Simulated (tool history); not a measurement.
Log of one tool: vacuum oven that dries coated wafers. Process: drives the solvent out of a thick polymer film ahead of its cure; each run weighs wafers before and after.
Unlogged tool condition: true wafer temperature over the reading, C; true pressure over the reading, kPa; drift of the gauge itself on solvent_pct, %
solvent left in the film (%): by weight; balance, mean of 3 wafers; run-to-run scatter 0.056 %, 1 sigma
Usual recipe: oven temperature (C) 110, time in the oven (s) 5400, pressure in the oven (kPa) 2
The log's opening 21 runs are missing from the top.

run     day  oven temperature (C)  time in the oven (s)  pressure in the oven (kPa)  hours of work since the thermocouples were calibrated  hours of work since the vacuum gauge was cleaned of residue  solvent left in the film (%)
 22  12.546                   110                  5400                           2                                                    865                                                          255                          2.53
 23  12.921                   111                  5400                           2                                                    871                                                          261                           2.4
 24  13.604                   111                  4740                        1.36                                                    883                                                          273                          2.59
 25  13.967                   101                  3780                        7.98                                                    889                                                          279                          9.28
 26  14.696                    99                  5400                        1.91                                                    902                                                          292                          4.95
 27  15.171                   101                  6660                        1.18                                                    910                                                          300                          3.07
 28  15.746                   110                  5400                        2.04                                                    920                                                          310                          2.63
 29  16.333                   119                  8040                        1.51                                                    930                                                          320                          0.72
 30  17.042                   114                  3420                         3.7                                                    942                                                          332                          4.21

Predict the results of run 31:
 31  17.512                   114                  3420                         3.7                                                    950                                                          340                             ?

solvent left in the film (%): 4.24
On a tool with no hidden condition, and with the same random variation, this run would have come out at solvent left in the film (%) 4.23.
